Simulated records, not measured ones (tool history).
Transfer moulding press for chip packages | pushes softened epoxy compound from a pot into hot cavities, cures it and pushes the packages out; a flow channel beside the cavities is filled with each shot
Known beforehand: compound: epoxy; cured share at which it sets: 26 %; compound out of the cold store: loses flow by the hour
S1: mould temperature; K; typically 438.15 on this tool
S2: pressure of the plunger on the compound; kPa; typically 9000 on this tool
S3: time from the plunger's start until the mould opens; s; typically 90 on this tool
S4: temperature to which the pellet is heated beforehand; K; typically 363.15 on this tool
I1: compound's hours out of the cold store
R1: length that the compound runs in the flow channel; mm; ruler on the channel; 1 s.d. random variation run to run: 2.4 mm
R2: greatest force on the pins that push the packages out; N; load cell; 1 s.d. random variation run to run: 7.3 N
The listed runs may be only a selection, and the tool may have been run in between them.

run,hour,S1,S2,S3,S4,I1,R1,R2
1,0.0,438.15,9000,90,363.15,37.8,470,294
2,78.6,438.15,9000,90,363.15,16.2,562,312
3,147.5,438.15,9000,90,363.15,24.6,521,296
4,215.9,438.15,9000,90,363.15,13.6,576,309
5,257.5,438.15,9000,90,363.15,35.5,477,301
6,333.7,438.15,9000,90,363.15,37.7,473,290
7,408.8,438.15,9890,106,363.15,31.0,517,277
8,490.5,444.15,7590,87,353.15,12.7,516,257
9,546.7,438.15,9430,82,363.15,17.7,568,366
10,627.3,436.15,9430,103,363.15,32.6,504,282
11,674.0,435.15,7660,76,369.15,35.0,447,458
12,759.1,442.15,9000,90,363.15,45.0,437,257

Removed from this log: 14 entries logged between the listed runs. Between which two listed runs does each belong, and how does the tool's hidden state at the listed run before it compare with that at the listed run after it?
Runs 1 to 2: plunger's sealing rings changed (hour 32.7); cavities cleaned with cleaning compound and waxed (hour 58.5)
  true mould temperature over the reading, C: 0 -> 0.01; pressure that reaches the compound, % of what is set: 99.71 -> 99.94; grip of the stained cavities, % over clean ones': 0.7 -> 1
Runs 2 to 3: cavities cleaned with cleaning compound and waxed (hour 127.9)
  pressure that reaches the compound, % of what is set: 99.94 -> 99.87
Runs 3 to 4: cavities cleaned with cleaning compound and waxed (hour 201.5)
  pressure that reaches the compound, % of what is set: 99.87 -> 99.79; grip of the stained cavities, % over clean ones': 1 -> 0.8
Runs 5 to 6: cavities cleaned with cleaning compound and waxed (hour 275.6); plunger's sealing rings changed (hour 304.5)
  pressure that reaches the compound, % of what is set: 99.74 -> 99.96
Runs 6 to 7: cavities cleaned with cleaning compound and waxed (hour 347.0); mould's thermocouples calibrated (hour 369.3)
  true mould temperature over the reading, C: 0.01 -> 0; pressure that reaches the compound, % of what is set: 99.96 -> 99.88
Runs 7 to 8: cavities cleaned with cleaning compound and waxed (hour 424.2)
  pressure that reaches the compound, % of what is set: 99.88 -> 99.79; grip of the stained cavities, % over clean ones': 1.8 -> 1.9
Runs 8 to 9: cavities cleaned with cleaning compound and waxed (hour 500.2)
  pressure that reaches the compound, % of what is set: 99.79 -> 99.73; grip of the stained cavities, % over clean ones': 1.9 -> 1.6
Runs 9 to 10: cavities cleaned with cleaning compound and waxed (hour 569.9); plunger's sealing rings changed (hour 578.5)
  true mould temperature over the reading, C: 0 -> 0.01; pressure that reaches the compound, % of what is set: 99.73 -> 99.92; grip of the stained cavities, % over clean ones': 1.6 -> 1.8
Runs 10 to 11: cavities cleaned with cleaning compound and waxed (hour 643.1)
  pressure that reaches the compound, % of what is set: 99.92 -> 99.87; grip of the stained cavities, % over clean ones': 1.8 -> 1.3
Runs 11 to 12: cavities cleaned with cleaning compound and waxed (hour 712.0)
  pressure that reaches the compound, % of what is set: 99.87 -> 99.78; grip of the stained cavities, % over clean ones': 1.3 -> 1.6
